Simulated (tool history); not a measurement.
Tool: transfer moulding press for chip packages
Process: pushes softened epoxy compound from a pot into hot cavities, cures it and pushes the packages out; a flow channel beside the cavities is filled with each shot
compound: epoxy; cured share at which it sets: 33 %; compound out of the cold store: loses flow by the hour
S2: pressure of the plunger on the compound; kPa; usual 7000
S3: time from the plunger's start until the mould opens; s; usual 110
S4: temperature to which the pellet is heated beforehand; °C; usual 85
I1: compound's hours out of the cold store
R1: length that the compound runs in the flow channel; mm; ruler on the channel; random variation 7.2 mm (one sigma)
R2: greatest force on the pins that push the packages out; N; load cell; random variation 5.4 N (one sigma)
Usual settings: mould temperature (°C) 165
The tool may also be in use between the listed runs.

run 1 day=0 | mould_temperature_(°C)=165 S2=7000 S3=110 S4=85 | I1=13.5 | R1=963 R2=185
run 2 day=0.346 | mould_temperature_(°C)=165 S2=7000 S3=110 S4=85 | I1=20.6 | R1=947 R2=190
-- day=0.733 cavities cleaned with cleaning compound and waxed
run 3 day=0.858 | mould_temperature_(°C)=163 S2=7000 S3=110 S4=85 | I1=12.5 | R1=964 R2=195
-- day=1.333 plunger's sealing rings changed
run 4 day=1.375 | mould_temperature_(°C)=163 S2=7000 S3=110 S4=85 | I1=32.4 | R1=932 R2=198
run 5 day=1.95 | mould_temperature_(°C)=163 S2=7000 S3=110 S4=85 | I1=27.7 | R1=928 R2=199
run 6 day=2.312 | mould_temperature_(°C)=165 S2=7000 S3=108 S4=85 | I1=12.8 | R1=957 R2=178
run 7 day=2.962 | mould_temperature_(°C)=163 S2=7000 S3=108 S4=95 | I1=14.1 | R1=965 R2=199
run 8 day=3.267 | mould_temperature_(°C)=163 S2=7000 S3=97 S4=93 | I1=30.8 | R1=931 R2=246

The next listed run, before its measurement:
run 9 day=3.638 | mould_temperature_(°C)=160 S2=5360 S3=97 S4=93 | I1=19.3 | R1=? R2=?

{"run 9": {"R1": 854, "R2": 297}}
Without the tool's hidden state the same run would have given R1 854 mm, R2 293 N.
